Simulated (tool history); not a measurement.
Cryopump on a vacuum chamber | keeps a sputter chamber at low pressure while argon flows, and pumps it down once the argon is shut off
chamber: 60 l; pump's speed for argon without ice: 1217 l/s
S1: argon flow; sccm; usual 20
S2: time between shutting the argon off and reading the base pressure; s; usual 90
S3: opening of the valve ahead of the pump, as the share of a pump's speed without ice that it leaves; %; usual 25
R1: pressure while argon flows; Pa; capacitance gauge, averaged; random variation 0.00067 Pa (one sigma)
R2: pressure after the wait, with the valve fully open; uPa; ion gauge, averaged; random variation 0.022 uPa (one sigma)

| run | hour | S1 | S2 | S3 | R1 | R2 |
|---|---|---|---|---|---|---|
| 1 | 0.0 | 20 | 90 | 25 | 0.1109 | 0.86 |
| 2 | 21.0 | 20 | 90 | 21 | 0.1322 | 0.85 |
| 3 | 42.8 | 20 | 26 | 25 | 0.1116 | 1.66 |
| 4 | 71.2 | 20 | 26 | 25 | 0.1116 | 1.66 |
| 5 | 89.4 | 20 | 90 | 25 | 0.1105 | 0.87 |
| 6 | 120.9 | 20 | 90 | 25 | 0.1115 | 0.81 |
| 7 | 152.1 | 20 | 90 | 25 | 0.1134 | 0.88 |
| 8 | 169.6 | 20 | 90 | 25 | 0.1114 | 0.83 |
| 9 | 199.7 | 20 | 90 | 25 | 0.1113 | 0.85 |
| 10 | 213.8 | 20 | 90 | 25 | 0.1124 | 0.86 |
| 11 | 228.2 | 22 | 23 | 27 | 0.1156 | 1.84 |
| 12 | 242.9 | 13 | 44 | 48 | 0.0385 | 1.18 |
| 13 | 265.6 | 14 | 25 | 40 | 0.0495 | 1.72 |
| 14 | 291.6 | 9 | 30 | 40 | 0.0319 | 1.59 |
| 15 | 310.1 | 9 | 30 | 40 | 0.0316 | 1.53 |
| 16 | 327.5 | 9 | 30 | 40 | 0.0325 | 1.56 |
| 17 | 354.1 | 39 | 45 | 35 | 0.1575 | 1.21 |
| 18 | 366.8 | 14 | 90 | 25 | 0.0798 | 0.88 |
| 19 | 382.1 | 20 | 90 | 25 | 0.1133 | 0.90 |
| 20 | 413.7 | 20 | 211 | 15 | 0.1886 | 0.71 |

3 ways to go on from here, each from the tool as it stands after run 20. What would each give?
| A | 442.8 | 12 | 120 | 15 | ? | ? |
| B | 442.8 | 20 | 54 | 50 | ? | ? |
| C | 442.8 | 24 | 32 | 42 | ? | ? |

| run | R1 | R2 |
|---|---|---|
| A | 0.1119 | 0.83 |
| B | 0.0572 | 1.11 |
| C | 0.0816 | 1.50 |
Without the tool's hidden state the same runs would have given:
| run | R1 | R2 |
|---|---|---|
| A | 0.1107 | 0.50 |
| B | 0.0552 | 0.78 |
| C | 0.0791 | 1.18 |
